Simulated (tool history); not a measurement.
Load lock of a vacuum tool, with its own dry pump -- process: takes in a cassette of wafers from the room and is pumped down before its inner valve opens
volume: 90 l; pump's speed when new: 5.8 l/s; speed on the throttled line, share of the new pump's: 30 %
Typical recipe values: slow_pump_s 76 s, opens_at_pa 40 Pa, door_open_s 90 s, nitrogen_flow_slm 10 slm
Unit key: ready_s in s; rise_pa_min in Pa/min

run,hour,slow_pump_s,opens_at_pa,door_open_s,nitrogen_flow_slm,"incoming humidity of the room's air, %",ready_s,rise_pa_min
1,0.0,76,40,90,10,45.2,191.7,0.087
2,229.0,76,40,90,6,40.8,190.3,0.095
3,374.1,76,40,90,10,45.7,191.3,0.090
4,599.9,50,40,90,10,45.4,176.7,0.100
5,862.3,50,40,90,10,46.1,176.3,0.114
6,1000.6,76,40,90,10,46.7,194.2,0.107
7,1252.6,76,40,90,10,46.7,193.9,0.114
8,1522.2,76,40,90,10,44.1,193.3,0.110
9,1653.5,76,40,90,10,44.2,192.2,0.118
10,1835.3,76,40,31,10,45.2,193.2,0.105
11,2008.2,76,40,31,10,46.4,192.6,0.115
12,2298.2,111,40,90,10,50.7,217.4,0.137
13,2540.8,111,40,90,10,41.4,218.5,0.134
14,2755.7,51,40,90,10,46.3,181.5,0.136
15,2941.2,76,40,90,10,44.9,195.1,0.141
16,3103.4,76,40,90,10,47.4,195.8,0.155
17,3402.1,76,40,90,10,44.3,195.7,0.151
18,3707.9,76,76,90,10,42.0,185.0,0.160
19,3931.0,76,40,90,10,44.2,197.3,0.169
20,4088.1,123,30,36,30,44.3,232.0,0.147
21,4245.9,39,40,90,10,45.5,173.6,0.170
22,4447.1,38,40,115,6,43.9,174.2,0.197
23,4739.1,70,42,234,18,46.6,193.0,0.191
24,4979.3,116,58,27,10,41.9,217.4,0.177
25,5170.4,76,36,47,10,44.9,200.1,0.184
26,5315.7,40,42,90,10,44.1,175.1,0.197
27,5633.9,40,42,90,10,43.7,177.1,0.207
28,5782.4,81,42,138,10,46.5,203.1,0.228
29,6081.3,76,29,62,10,45.5,208.3,0.221
30,6360.4,76,29,62,10,44.2,208.9,0.225
31,6648.2,49,69,78,8,45.5,172.8,0.238
32,6857.0,74,40,64,10,41.7,198.9,0.241
33,7167.1,119,33,167,11,44.7,232.5,0.270
34,7330.6,86,33,167,23,43.4,211.9,0.249
35,7520.3,86,33,167,23,47.3,211.9,0.263
36,7662.5,86,37,167,37,46.8,211.0,0.259
37,7975.0,47,40,90,10,46.3,185.8,0.279
38,8111.2,47,45,75,10,44.7,184.9,0.290

Below, some changes in ready_s between adjacent runs. For each, the amount present without the hidden state too (settings, incoming material, random variation) and the amount remaining for the hidden state with gauge scatter not shared by both compared results:
What the log doesn't record here: pump's speed, % of a new pump's; leak at the door's seal, Pa l/s; drift of the gauge itself on ready_s, %; drift of the gauge itself on rise_pa_min, %.
Run 13 -> 14: slow_pump_s 111 -> 51. ready_s -37.0 s: hidden state +3.8, all else -40.8.
Run 20 -> 21: slow_pump_s 123 -> 39, opens_at_pa 30 -> 40, door_open_s 36 -> 90, nitrogen_flow_slm 30 -> 10. ready_s -58.4 s: hidden state +4.5, all else -62.9.
Run 23 -> 24: slow_pump_s 70 -> 116, opens_at_pa 42 -> 58, door_open_s 234 -> 27, nitrogen_flow_slm 18 -> 10. ready_s +24.4 s: hidden state -3.9, all else +28.3.
Run 24 -> 25: slow_pump_s 116 -> 76, opens_at_pa 58 -> 36, door_open_s 27 -> 47. ready_s -17.3 s: hidden state +4.3, all else -21.6.
Run 30 -> 31: slow_pump_s 76 -> 49, opens_at_pa 29 -> 69, door_open_s 62 -> 78, nitrogen_flow_slm 10 -> 8. ready_s -36.1 s: hidden state -1.3, all else -34.8.
